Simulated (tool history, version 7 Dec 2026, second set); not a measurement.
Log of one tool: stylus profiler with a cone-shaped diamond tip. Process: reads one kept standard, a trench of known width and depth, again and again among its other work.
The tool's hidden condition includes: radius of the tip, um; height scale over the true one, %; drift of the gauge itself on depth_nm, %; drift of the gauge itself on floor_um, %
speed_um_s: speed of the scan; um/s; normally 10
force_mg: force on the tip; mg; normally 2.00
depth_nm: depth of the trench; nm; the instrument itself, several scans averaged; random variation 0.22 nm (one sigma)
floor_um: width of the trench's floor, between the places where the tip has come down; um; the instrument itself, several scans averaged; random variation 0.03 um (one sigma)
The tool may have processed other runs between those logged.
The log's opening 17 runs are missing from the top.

| run | hour | speed_um_s | force_mg | scans with this tip | hours of work since the height scale was calibrated | depth_nm | floor_um |
|---|---|---|---|---|---|---|---|
|  | 1365.9 | height scale calibrated on a step standard |
| 18 | 1422.5 | 10 | 2.00 | 4862 | 25 | 1005.11 | 94.03 |
| 19 | 1536.7 | 10 | 2.00 | 5127 | 75 | 1005.60 | 93.94 |
| 20 | 1630.6 | 10 | 2.00 | 5345 | 116 | 1005.39 | 93.94 |
| 21 | 1718.3 | 10 | 2.00 | 5549 | 155 | 1004.87 | 93.93 |
| 22 | 1823.3 | 8 | 2.00 | 5793 | 201 | 1005.52 | 93.93 |
| 23 | 1889.5 | 8 | 2.00 | 5947 | 230 | 1005.70 | 93.93 |
| 24 | 1990.2 | 9 | 2.80 | 6181 | 274 | 1006.65 | 93.97 |
| 25 | 2056.6 | 9 | 2.80 | 6336 | 304 | 1006.44 | 93.95 |
| 26 | 2175.4 | 4 | 0.80 | 6612 | 356 | 1002.82 | 93.92 |
| 27 | 2239.9 | 4 | 0.80 | 6762 | 384 | 1003.25 | 93.96 |

Forecast run 28:
| 28 | 2303.4 | 4 | 0.80 | 6910 | 412 | ? | ? |

Run 28 measured depth_nm 1002.92 nm, floor_um 93.93 um.
Without the tool's hidden state the same run would have given depth_nm 1002.89 nm, floor_um 93.95 um.

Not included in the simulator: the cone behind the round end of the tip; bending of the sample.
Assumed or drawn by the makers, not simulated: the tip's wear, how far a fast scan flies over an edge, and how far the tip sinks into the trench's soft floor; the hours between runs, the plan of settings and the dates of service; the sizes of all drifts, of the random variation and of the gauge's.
